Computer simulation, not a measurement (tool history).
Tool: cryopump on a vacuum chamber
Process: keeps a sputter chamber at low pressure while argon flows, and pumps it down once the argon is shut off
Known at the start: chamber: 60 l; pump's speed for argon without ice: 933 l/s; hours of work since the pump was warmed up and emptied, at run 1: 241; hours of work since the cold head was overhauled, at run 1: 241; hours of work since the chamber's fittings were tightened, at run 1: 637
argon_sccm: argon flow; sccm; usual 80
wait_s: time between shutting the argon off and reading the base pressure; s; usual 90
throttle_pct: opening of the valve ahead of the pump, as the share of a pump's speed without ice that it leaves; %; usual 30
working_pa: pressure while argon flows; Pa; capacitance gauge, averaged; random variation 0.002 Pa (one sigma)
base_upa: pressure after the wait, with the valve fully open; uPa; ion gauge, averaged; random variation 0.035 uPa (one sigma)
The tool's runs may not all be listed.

run,hour,argon_sccm,wait_s,throttle_pct,hours of work since the pump was warmed up and emptied,hours of work since the cold head was overhauled,hours of work since the chamber's fittings were tightened,working_pa,base_upa
1,0,80,90,30,241,241,637,0.4953,3.91
2,26.4,80,90,30,255,255,650,0.4909,4.01
3,64.3,80,90,30,274,274,670,0.4916,4.04
4,102.2,80,90,43,294,294,690,0.3498,4.24
5,133,80,90,43,310,310,706,0.3475,4.2
6,168.5,80,90,30,328,328,724,0.4925,4.3
7,204.3,80,90,30,347,347,743,0.4938,4.39
8,232.6,80,90,19,362,362,757,0.7819,4.44
9,264.6,80,90,30,378,378,774,0.4977,4.68
10,310.5,80,90,30,402,402,798,0.5019,4.63
11,353.6,80,90,30,424,424,820,0.5003,4.75
12,374.8,80,90,30,435,435,831,0.4987,4.72
13,400.9,80,90,30,449,449,845,0.5018,4.86
14,444.4,57,90,30,472,472,867,0.3578,5.02
15,482.4,41,90,30,491,491,887,0.2578,5.1
16,524.9,126,90,30,513,513,909,0.7965,5.2
17,550.5,126,90,30,527,527,922,0.7948,5.26
18,596.8,68,280,30,551,551,946,0.4299,4.23
19,638.1,63,55,30,572,572,968,0.3987,6.38
20,679.3,63,55,30,593,593,989,0.4022,6.57
21,712.3,63,55,30,611,611,1006,0.3996,6.58
22,735.2,63,55,30,622,622,1018,0.4029,6.78
23,778.5,63,55,30,645,645,1041,0.4009,6.76
24,817.3,89,257,16,665,665,1061,1.0427,4.74
25,845.4,89,29,16,680,680,1075,1.0401,9.03
26,866.1,89,29,16,690,690,1086,1.043,9.25
27,886.9,89,35,34,701,701,1097,0.5032,8.25
28,923.7,89,35,34,720,720,1116,0.5068,8.76
29,961,89,35,34,740,740,1135,0.5085,8.79
30,983.8,80,68,31,751,751,1147,0.5014,6.89
31,1029.8,66,232,53,775,775,1171,0.2545,5.5
32,1061.6,66,71,55,792,792,1188,0.2475,6.8
33,1080.7,66,254,15,802,802,1198,0.8256,5.55

Forecast each of these 4 alternatives for the next run:
A,1123.3,80,278,30,824,824,1220,?,?
B,1123.3,152,90,21,824,824,1220,?,?
C,1123.3,66,49,18,824,824,1220,?,?
D,1123.3,65,90,30,824,824,1220,?,?

run,working_pa,base_upa
A,0.5235,5.79
B,1.3779,6.79
C,0.6927,8.04
D,0.4226,6.71
Without the tool's hidden state the same runs would have given:
run,working_pa,base_upa
A,0.4861,0.84
B,1.3075,1.91
C,0.6622,3.2
D,0.3923,1.88
